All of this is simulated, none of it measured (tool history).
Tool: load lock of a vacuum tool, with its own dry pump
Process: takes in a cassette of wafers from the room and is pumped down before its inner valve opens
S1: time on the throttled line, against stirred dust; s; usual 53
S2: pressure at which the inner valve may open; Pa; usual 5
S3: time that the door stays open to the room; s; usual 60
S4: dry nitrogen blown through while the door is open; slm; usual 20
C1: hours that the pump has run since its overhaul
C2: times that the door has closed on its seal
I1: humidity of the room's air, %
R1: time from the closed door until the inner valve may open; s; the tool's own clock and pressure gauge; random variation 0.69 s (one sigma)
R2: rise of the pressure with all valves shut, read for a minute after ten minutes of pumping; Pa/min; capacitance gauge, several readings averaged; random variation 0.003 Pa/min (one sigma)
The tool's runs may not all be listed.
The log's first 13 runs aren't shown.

run    hour  S1  S2   S3  S4     C1     C2    I1     R1     R2
 14  2650.2  31   5  230  20   6012  48985  45.0   86.2  0.061
 15  2834.1  53   5   60  20   6196  49727  44.6  104.9  0.023
 16  3085.4  53   5  204  20   6447  50742  44.3  105.2  0.055
 17  3318.2  53   5  204  20   6680  51682  45.8  103.5  0.057
 18  3582.6  53   5   60  20   6944  52750  42.2  103.2  0.017
 19  3748.8  31   5   29  20   7111  53421  43.0   84.8  0.014
 20  3983.5  31   5   29  20   7345  54368  41.9   84.7  0.014
 21  4110.1  31   5   29  20   7472  54880  46.7   85.7  0.017
 22  4373.1  31   5   29  20   7735  55941  47.1   85.2  0.011
 23  4481.7  31   5   31  16   7844  56380  49.9   85.6  0.014
 24  4729.9  31   5   31  16   8092  57382  43.4   85.6  0.018
 25  4895.2  46   4   60  20   8257  58049  44.2   99.0  0.024
 26  5077.3  53   5   60  15   8439  58785  46.7  103.6  0.029
 27  5298.8  30   5   60   6   8661  59679  40.3   84.6  0.036
 28  5491.6  30   5   60   6   8853  60457  46.9   84.7  0.032
 29  5615.2  48   8   72   7   8977  60957  44.7   97.2  0.037
 30  5862.7  48   8   72   7   9224  61956  47.7   97.4  0.041
 31  6104.3  48   8   72   7   9466  62931  49.8   97.0  0.047
 32  6279.1  48   8   72   7   9641  63637  41.7   97.6  0.035
 33  6542.2  34   8   37  13   9904  64699  44.0   85.5  0.019
 34  6682.6  53   7   60  11  10044  65266  43.2  100.6  0.031
 35  6862.2  53   7   60  11  10224  65992  44.1  102.2  0.027
 36  7073.2  56   7   60   6  10435  66843  46.8  104.1  0.036

5 ways to go on from here, each from the tool as it stands after run 36. What would each give?
  A  7228.7  89   5  43  15  10590  67471  45.3   ?   ?
  B  7228.7  53   5  60  20  10590  67471  45.1   ?   ?
  C  7228.7  55   7  29  34  10590  67471  46.6   ?   ?
  D  7228.7  71   6  60  20  10590  67471  42.6   ?   ?
  E  7228.7  40   5  30  20  10590  67471  46.1   ?   ?

run     R1     R2
  A  135.5  0.018
  B  103.6  0.023
  C  103.0  0.013
  D  118.1  0.015
  E   92.7  0.019
Without the tool's hidden state the same runs would have given:
run     R1     R2
  A  135.5  0.017
  B  103.6  0.022
  C  103.0  0.012
  D  118.1  0.014
  E   92.6  0.018
